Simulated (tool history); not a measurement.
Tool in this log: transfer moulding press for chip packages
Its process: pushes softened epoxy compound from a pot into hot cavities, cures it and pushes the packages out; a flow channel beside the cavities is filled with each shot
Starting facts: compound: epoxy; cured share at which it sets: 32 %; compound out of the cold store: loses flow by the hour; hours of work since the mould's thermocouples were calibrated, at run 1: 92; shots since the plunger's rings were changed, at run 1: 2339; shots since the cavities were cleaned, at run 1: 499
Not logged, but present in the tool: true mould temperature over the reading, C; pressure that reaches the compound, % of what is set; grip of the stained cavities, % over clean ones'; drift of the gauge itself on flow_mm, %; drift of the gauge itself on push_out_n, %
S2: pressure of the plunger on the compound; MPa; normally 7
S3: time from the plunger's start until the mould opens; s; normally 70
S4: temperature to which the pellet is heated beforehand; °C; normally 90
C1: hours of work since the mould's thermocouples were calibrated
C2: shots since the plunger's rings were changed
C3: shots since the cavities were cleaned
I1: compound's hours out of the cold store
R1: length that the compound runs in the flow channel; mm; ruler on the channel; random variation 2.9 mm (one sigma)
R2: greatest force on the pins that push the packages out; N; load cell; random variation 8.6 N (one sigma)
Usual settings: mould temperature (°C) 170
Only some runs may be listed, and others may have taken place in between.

run 1 hour=0 | mould_temperature_(°C)=170 S2=7 S3=70 S4=90 | C1=92 C2=2339 C3=499 | I1=26 | R1=604 R2=541
run 2 hour=25.4 | mould_temperature_(°C)=164 S2=7 S3=70 S4=90 | C1=105 C2=2627 C3=787 | I1=23.6 | R1=622 R2=861
-- hour=34.1 plunger's sealing rings changed
run 3 hour=56.8 | mould_temperature_(°C)=164 S2=7 S3=70 S4=90 | C1=120 C2=257 C3=1115 | I1=41.5 | R1=599 R2=843
-- hour=61.4 cavities cleaned with cleaning compound and waxed
run 4 hour=77.8 | mould_temperature_(°C)=163 S2=7 S3=70 S4=90 | C1=131 C2=479 C3=186 | I1=40.6 | R1=600 R2=675
run 5 hour=117.5 | mould_temperature_(°C)=163 S2=7 S3=70 S4=90 | C1=151 C2=929 C3=636 | I1=13.1 | R1=684 R2=917
run 6 hour=151 | mould_temperature_(°C)=163 S2=7 S3=70 S4=90 | C1=169 C2=1309 C3=1016 | I1=45 | R1=580 R2=893
-- hour=164.2 cavities cleaned with cleaning compound and waxed
run 7 hour=189.7 | mould_temperature_(°C)=177 S2=7 S3=70 S4=90 | C1=188 C2=1731 C3=289 | I1=20.2 | R1=614 R2=377
run 8 hour=209.6 | mould_temperature_(°C)=177 S2=7 S3=70 S4=90 | C1=199 C2=1958 C3=516 | I1=33.8 | R1=571 R2=430
run 9 hour=247 | mould_temperature_(°C)=170 S2=7 S3=70 S4=82 | C1=218 C2=2382 C3=940 | I1=12.5 | R1=649 R2=652
-- hour=267 cavities cleaned with cleaning compound and waxed
run 10 hour=269.6 | mould_temperature_(°C)=170 S2=7 S3=70 S4=82 | C1=230 C2=2621 C3=29 | I1=18.7 | R1=624 R2=445
-- hour=276.4 plunger's sealing rings changed
run 11 hour=310.8 | mould_temperature_(°C)=170 S2=7 S3=70 S4=82 | C1=250 C2=390 C3=468 | I1=31.1 | R1=619 R2=551
run 12 hour=327.9 | mould_temperature_(°C)=170 S2=8.06 S3=70 S4=90 | C1=259 C2=585 C3=663 | I1=8.8 | R1=729 R2=604
run 13 hour=352.5 | mould_temperature_(°C)=170 S2=8.06 S3=70 S4=90 | C1=272 C2=864 C3=942 | I1=39 | R1=628 R2=594
run 14 hour=369.7 | mould_temperature_(°C)=170 S2=7.27 S3=70 S4=90 | C1=281 C2=1058 C3=1136 | I1=41.1 | R1=592 R2=608
-- hour=374.6 cavities cleaned with cleaning compound and waxed
run 15 hour=389.5 | mould_temperature_(°C)=170 S2=7.27 S3=70 S4=90 | C1=290 C2=1267 C3=170 | I1=43.1 | R1=578 R2=460
run 16 hour=408.4 | mould_temperature_(°C)=164 S2=6.43 S3=107 S4=90 | C1=300 C2=1481 C3=384 | I1=29.5 | R1=590 R2=400
run 17 hour=443.5 | mould_temperature_(°C)=164 S2=6.43 S3=107 S4=90 | C1=319 C2=1879 C3=782 | I1=29.2 | R1=593 R2=457
-- hour=447.8 mould's thermocouples calibrated
run 18 hour=473.6 | mould_temperature_(°C)=176 S2=5.38 S3=54 S4=87 | C1=14 C2=2198 C3=1101 | I1=33.3 | R1=513 R2=822
-- hour=481.4 cavities cleaned with cleaning compound and waxed
run 19 hour=502.2 | mould_temperature_(°C)=170 S2=5.4 S3=70 S4=90 | C1=28 C2=2506 C3=236 | I1=47.6 | R1=487 R2=497
-- hour=520.2 plunger's sealing rings changed
run 20 hour=524.1 | mould_temperature_(°C)=163 S2=5.74 S3=75 S4=98 | C1=38 C2=44 C3=456 | I1=10.2 | R1=636 R2=795
run 21 hour=555.6 | mould_temperature_(°C)=163 S2=5.74 S3=72 S4=98 | C1=54 C2=401 C3=813 | I1=24.1 | R1=584 R2=898
run 22 hour=579.2 | mould_temperature_(°C)=172 S2=6.29 S3=70 S4=82 | C1=67 C2=670 C3=1082 | I1=46.6 | R1=539 R2=565
-- hour=588.5 cavities cleaned with cleaning compound and waxed
run 23 hour=601.5 | mould_temperature_(°C)=162 S2=7 S3=72 S4=90 | C1=78 C2=906 C3=148 | I1=47.4 | R1=579 R2=689
-- hour=605.3 mould's thermocouples calibrated, once more
run 24 hour=627.8 | mould_temperature_(°C)=170 S2=7 S3=83 S4=81 | C1=12 C2=1182 C3=424 | I1=19.1 | R1=641 R2=434
run 25 hour=667.6 | mould_temperature_(°C)=170 S2=7 S3=83 S4=81 | C1=33 C2=1632 C3=874 | I1=11.4 | R1=663 R2=493
run 26 hour=689.2 | mould_temperature_(°C)=170 S2=7 S3=84 S4=81 | C1=44 C2=1878 C3=1120 | I1=9.8 | R1=666 R2=517
-- hour=693.8 cavities cleaned with cleaning compound and waxed
run 27 hour=717.2 | mould_temperature_(°C)=167 S2=8.27 S3=84 S4=83 | C1=58 C2=2179 C3=266 | I1=42.1 | R1=620 R2=415
run 28 hour=748.2 | mould_temperature_(°C)=167 S2=8.27 S3=84 S4=83 | C1=74 C2=2531 C3=618 | I1=35.4 | R1=638 R2=498

Forecast each of these 4 alternatives for the next run:
-- hour=763.9 plunger's sealing rings changed
run A hour=782.5 | mould_temperature_(°C)=177 S2=7.35 S3=88 S4=83 | C1=91 C2=211 C3=978 | I1=20.3 | R1=? R2=?
-- hour=763.9 plunger's sealing rings changed
run B hour=782.5 | mould_temperature_(°C)=163 S2=8.27 S3=90 S4=99 | C1=91 C2=211 C3=978 | I1=26 | R1=? R2=?
-- hour=763.9 plunger's sealing rings changed
run C hour=782.5 | mould_temperature_(°C)=170 S2=7.79 S3=71 S4=82 | C1=91 C2=211 C3=978 | I1=41.5 | R1=? R2=?
-- hour=763.9 plunger's sealing rings changed
run D hour=782.5 | mould_temperature_(°C)=170 S2=8.73 S3=70 S4=90 | C1=91 C2=211 C3=978 | I1=43.1 | R1=? R2=?

run=A R1=649 R2=440
run=B R1=695 R2=552
run=C R1=621 R2=596
run=D R1=649 R2=582
With the hidden condition removed and each run's random variation left untouched, the same runs would have given:
run=A R1=653 R2=290
run=B R1=698 R2=362
run=C R1=624 R2=388
run=D R1=652 R2=378
